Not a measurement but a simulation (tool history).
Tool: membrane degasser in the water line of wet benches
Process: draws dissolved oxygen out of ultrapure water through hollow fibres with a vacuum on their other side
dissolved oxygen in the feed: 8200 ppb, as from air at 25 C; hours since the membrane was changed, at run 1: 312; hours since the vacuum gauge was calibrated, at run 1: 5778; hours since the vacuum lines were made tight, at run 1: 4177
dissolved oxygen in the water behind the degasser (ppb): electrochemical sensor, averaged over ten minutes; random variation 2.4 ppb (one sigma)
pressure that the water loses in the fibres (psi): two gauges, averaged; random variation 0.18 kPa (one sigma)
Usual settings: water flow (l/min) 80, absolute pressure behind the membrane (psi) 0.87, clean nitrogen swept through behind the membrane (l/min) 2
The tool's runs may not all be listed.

run    hour  water flow (l/min)  absolute pressure behind the membrane (psi)  clean nitrogen swept through behind the membrane (l/min)  hours since the membrane was changed  hours since the vacuum gauge was calibrated  hours since the vacuum lines were made tight  dissolved oxygen in the water behind the degasser (ppb)  pressure that the water loses in the fibres (psi)
  1       0                  80                                         0.87                                                         2                                   312                                         5778                                          4177                                                      302                                              6.456
  2   116.1                  80                                         0.87                                                         2                                   428                                         5894                                          4293                                                    305.8                                               6.46
  3   206.7                  80                                        0.957                                                         2                                   519                                         5985                                          4384                                                    353.6                                               6.48
  4   297.7                  80                                         0.87                                                      3.17                                   610                                         6076                                          4475                                                    233.6                                              6.443
  5   414.8                  80                                         0.87                                                      3.17                                   727                                         6193                                          4592                                                    228.1                                              6.476
  6     532                  80                                          2.1                                                      3.17                                   844                                         6310                                          4709                                                      654                                              6.464
  7   582.7                  80                                          2.1                                                      3.17                                   895                                         6361                                          4760                                                    651.2                                              6.448
  8   654.4                  80                                          2.1                                                      3.17                                   966                                         6433                                          4832                                                    658.6                                              6.464
  9   771.7                  80                                          2.1                                                      3.17                                  1084                                         6550                                          4949                                                    654.7                                              6.473
 10   873.3                  80                                          2.1                                                      3.17                                  1185                                         6652                                          5050                                                    661.8                                              6.432
 11   944.7                  88                                         0.87                                                       1.2                                  1257                                         6723                                          5122                                                    461.3                                              7.071
 12  1027.5                  88                                         0.87                                                       1.2                                  1339                                         6806                                          5205                                                    459.1                                              7.129
 13  1075.4                 118                                        1.899                                                      3.96                                  1387                                         6854                                          5252                                                      747                                              9.559
 14  1140.3                  48                                        0.992                                                      3.15                                  1452                                         6919                                          5317                                                    152.5                                              3.841
 15  1239.9                  48                                        0.992                                                      3.15                                  1552                                         7018                                          5417                                                    152.8                                              3.904
 16  1346.3                  80                                        0.875                                                      2.44                                  1658                                         7125                                          5523                                                    281.9                                              6.473
 17  1421.3                  68                                        0.875                                                      2.72                                  1733                                         7200                                          5598                                                    214.3                                              5.497
     1476.9  -- vacuum gauge calibrated
 18  1537.9                  56                                        1.838                                                         2                                  1849                                           61                                          5715                                                    554.2                                              4.551
 19  1637.3                  56                                        1.838                                                         2                                  1949                                          160                                          5814                                                    553.2                                              4.569

Hidden state or all else? Some run-to-run changes of dissolved oxygen in the water behind the degasser (ppb), split into what the settings, what came in and random variation would give without the hidden state, and what is left for the hidden state (with any gauge scatter that isn't in both results):
The hidden state here: membrane still open, %; true pressure behind the membrane over the reading, kPa; air that leaks in behind the membrane, l/min; drift of the gauge itself on oxygen_ppb, %; drift of the gauge itself on loss_of_pressure_kpa, %.
Run 10 -> 11: water flow (l/min) 80 -> 88, absolute pressure behind the membrane (psi) 2.1 -> 0.87, clean nitrogen swept through behind the membrane (l/min) 3.17 -> 1.2. dissolved oxygen in the water behind the degasser (ppb) -200.5: hidden state +21.7, all else -222.2.
Run 13 -> 14: water flow (l/min) 118 -> 48, absolute pressure behind the membrane (psi) 1.899 -> 0.992, clean nitrogen swept through behind the membrane (l/min) 3.96 -> 3.15. dissolved oxygen in the water behind the degasser (ppb) -594.5: hidden state -10.2, all else -584.3.
